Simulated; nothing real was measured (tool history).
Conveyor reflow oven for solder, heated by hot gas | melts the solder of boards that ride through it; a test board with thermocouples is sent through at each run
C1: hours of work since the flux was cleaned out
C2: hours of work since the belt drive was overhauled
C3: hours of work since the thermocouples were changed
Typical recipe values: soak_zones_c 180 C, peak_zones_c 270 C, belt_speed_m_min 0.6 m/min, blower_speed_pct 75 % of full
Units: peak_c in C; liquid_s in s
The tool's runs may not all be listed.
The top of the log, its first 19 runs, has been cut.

run 20 hour=147 | soak_zones_c=166 peak_zones_c=270 belt_speed_m_min=0.683 blower_speed_pct=75 | C1=49 C2=15 C3=93 | peak_c=251.8 liquid_s=44
run 21 hour=155.7 | soak_zones_c=166 peak_zones_c=270 belt_speed_m_min=0.683 blower_speed_pct=75 | C1=53 C2=19 C3=97 | peak_c=251.8 liquid_s=44.01
run 22 hour=162.8 | soak_zones_c=189 peak_zones_c=278 belt_speed_m_min=0.6 blower_speed_pct=75 | C1=56 C2=23 C3=101 | peak_c=266.5 liquid_s=66.66
run 23 hour=172.5 | soak_zones_c=189 peak_zones_c=265 belt_speed_m_min=0.6 blower_speed_pct=80 | C1=61 C2=28 C3=106 | peak_c=255.6 liquid_s=61.66
-- hour=178.4 belt drive overhauled, speed set with a stopwatch, once more
run 24 hour=182 | soak_zones_c=180 peak_zones_c=267 belt_speed_m_min=0.658 blower_speed_pct=72 | C1=64 C2=2 C3=108 | peak_c=251.8 liquid_s=49.21
run 25 hour=187.3 | soak_zones_c=192 peak_zones_c=267 belt_speed_m_min=0.649 blower_speed_pct=58 | C1=67 C2=4 C3=111 | peak_c=252.2 liquid_s=54.24
run 26 hour=195 | soak_zones_c=192 peak_zones_c=267 belt_speed_m_min=0.649 blower_speed_pct=58 | C1=71 C2=8 C3=115 | peak_c=252.1 liquid_s=54.43
run 27 hour=203 | soak_zones_c=192 peak_zones_c=267 belt_speed_m_min=0.649 blower_speed_pct=58 | C1=75 C2=12 C3=119 | peak_c=252 liquid_s=54.04
run 28 hour=210.4 | soak_zones_c=192 peak_zones_c=267 belt_speed_m_min=0.649 blower_speed_pct=58 | C1=78 C2=16 C3=123 | peak_c=252.1 liquid_s=54.28
run 29 hour=220.3 | soak_zones_c=165 peak_zones_c=270 belt_speed_m_min=0.6 blower_speed_pct=53 | C1=83 C2=21 C3=128 | peak_c=251 liquid_s=48.17
run 30 hour=224.7 | soak_zones_c=188 peak_zones_c=270 belt_speed_m_min=0.6 blower_speed_pct=76 | C1=86 C2=23 C3=130 | peak_c=258.8 liquid_s=61.69

Alternative continuations, all from the tool just after run 30; predict every row:
run A hour=234.5 | soak_zones_c=192 peak_zones_c=270 belt_speed_m_min=0.589 blower_speed_pct=75 | C1=90 C2=28 C3=135 | peak_c=? liquid_s=?
run B hour=234.5 | soak_zones_c=169 peak_zones_c=270 belt_speed_m_min=0.6 blower_speed_pct=76 | C1=90 C2=28 C3=135 | peak_c=? liquid_s=?
run C hour=234.5 | soak_zones_c=182 peak_zones_c=270 belt_speed_m_min=0.612 blower_speed_pct=76 | C1=90 C2=28 C3=135 | peak_c=? liquid_s=?

run=A peak_c=259.6 liquid_s=65.02
run=B peak_c=256.1 liquid_s=53.86
run=C peak_c=257.3 liquid_s=57.45
What these runs would have given with no unlogged condition in the tool:
run=A peak_c=259.8 liquid_s=65.13
run=B peak_c=256.4 liquid_s=54.11
run=C peak_c=257.5 liquid_s=57.64
